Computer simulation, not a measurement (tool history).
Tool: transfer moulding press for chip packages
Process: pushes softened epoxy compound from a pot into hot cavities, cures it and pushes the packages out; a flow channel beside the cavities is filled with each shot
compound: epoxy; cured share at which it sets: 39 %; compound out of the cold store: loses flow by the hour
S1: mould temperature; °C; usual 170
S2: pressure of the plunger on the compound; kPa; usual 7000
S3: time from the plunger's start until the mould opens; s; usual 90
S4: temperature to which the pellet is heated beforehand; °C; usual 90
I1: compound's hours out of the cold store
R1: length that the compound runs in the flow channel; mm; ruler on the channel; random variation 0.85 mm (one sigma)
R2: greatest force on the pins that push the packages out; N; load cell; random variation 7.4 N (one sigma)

run     day   S1    S2   S3  S4    I1     R1   R2
  1   0.000  170  7000   90  90  18.6  518.9  559
      0.262  -- cavities cleaned with cleaning compound and waxed
      2.508  -- cavities cleaned with cleaning compound and waxed
  2   3.379  170  7000   90  90  41.6  482.3  470
      4.604  -- cavities cleaned with cleaning compound and waxed
      6.767  -- plunger's sealing rings changed
      6.829  -- cavities cleaned with cleaning compound and waxed
  3   6.904  170  7000   90  90  15.8  527.3  356
  4   8.754  170  7000   90  90  38.3  496.0  538
      9.100  -- cavities cleaned with cleaning compound and waxed
     11.467  -- cavities cleaned with cleaning compound and waxed
  5  12.371  175  7000   90  90  39.4  480.3  413
     13.567  -- cavities cleaned with cleaning compound and waxed
  6  14.729  170  7000   90  99  22.2  511.7  501
     15.704  -- cavities cleaned with cleaning compound and waxed
  7  17.225  170  7000   90  99  26.9  503.2  513
     17.875  -- cavities cleaned with cleaning compound and waxed
  8  19.254  170  7000   71  90  45.1  479.1  801
     20.146  -- cavities cleaned with cleaning compound and waxed
  9  21.042  170  7000   71  90  28.8  498.9  737
     22.342  -- cavities cleaned with cleaning compound and waxed
     23.233  -- plunger's sealing rings changed
 10  24.079  170  7000   90  90  29.1  509.9  525
     24.667  -- cavities cleaned with cleaning compound and waxed
     26.783  -- cavities cleaned with cleaning compound and waxed
 11  27.904  170  7000   90  90  30.4  505.5  498
     29.088  -- cavities cleaned with cleaning compound and waxed
 12  30.167  170  7000   90  90  20.5  516.8  494
     31.325  -- cavities cleaned with cleaning compound and waxed
 13  32.421  170  8540   90  96  29.9  554.4  514
     33.433  -- cavities cleaned with cleaning compound and waxed
     35.558  -- cavities cleaned with cleaning compound and waxed
 14  35.558  170  7000  128  95  23.2  509.2  280
     37.796  -- cavities cleaned with cleaning compound and waxed
 15  38.279  170  7000  101  90  46.7  476.4  384
     39.621  -- plunger's sealing rings changed
     40.046  -- cavities cleaned with cleaning compound and waxed
 16  41.546  166  7000   82  90  27.4  524.4  907
     42.179  -- cavities cleaned with cleaning compound and waxed
     42.850  -- mould's thermocouples calibrated
     44.379  -- cavities cleaned with cleaning compound and waxed
 17  44.379  165  5230   82  97  43.7  429.7  490
     46.654  -- cavities cleaned with cleaning compound and waxed
 18  47.125  165  5230   82  97  47.2  424.1  655
     48.729  -- cavities cleaned with cleaning compound and waxed
 19  49.979  165  5230  121  97  29.9  442.3  428
     50.867  -- cavities cleaned with cleaning compound and waxed
 20  52.858  163  8170   94  88  33.8  551.5  800
     53.229  -- cavities cleaned with cleaning compound and waxed
     55.471  -- cavities cleaned with cleaning compound and waxed
     56.254  -- plunger's sealing rings changed
 21  56.567  163  8170   94  88  45.3  548.4  685
     57.675  -- cavities cleaned with cleaning compound and waxed
     59.771  -- cavities cleaned with cleaning compound and waxed
 22  59.800  174  8170   94  99  20.3  548.1  280
 23  61.738  174  5690   94  97  47.7  424.0  457
     62.117  -- cavities cleaned with cleaning compound and waxed
 24  63.679  174  5690   94  97  17.7  458.9  439

4 ways to go on from here, each from the tool as it stands after run 24. What would each give?
     64.233  -- cavities cleaned with cleaning compound and waxed
     66.304  -- cavities cleaned with cleaning compound and waxed
  A  66.508  170  7000  81  86  33.4   ?   ?
     64.233  -- cavities cleaned with cleaning compound and waxed
     66.304  -- cavities cleaned with cleaning compound and waxed
  B  66.508  170  7000  90  82  31.2   ?   ?
     64.233  -- cavities cleaned with cleaning compound and waxed
     66.304  -- cavities cleaned with cleaning compound and waxed
  C  66.508  170  8070  94  97  10.0   ?   ?
     64.233  -- cavities cleaned with cleaning compound and waxed
     66.304  -- cavities cleaned with cleaning compound and waxed
  D  66.508  174  5690  94  89  45.4   ?   ?

run     R1   R2
  A  496.2  450
  B  499.1  376
  C  565.9  373
  D  423.9  328
Without the tool's hidden state the same runs would have given:
run     R1   R2
  A  503.8  380
  B  506.7  321
  C  574.5  322
  D  430.5  288
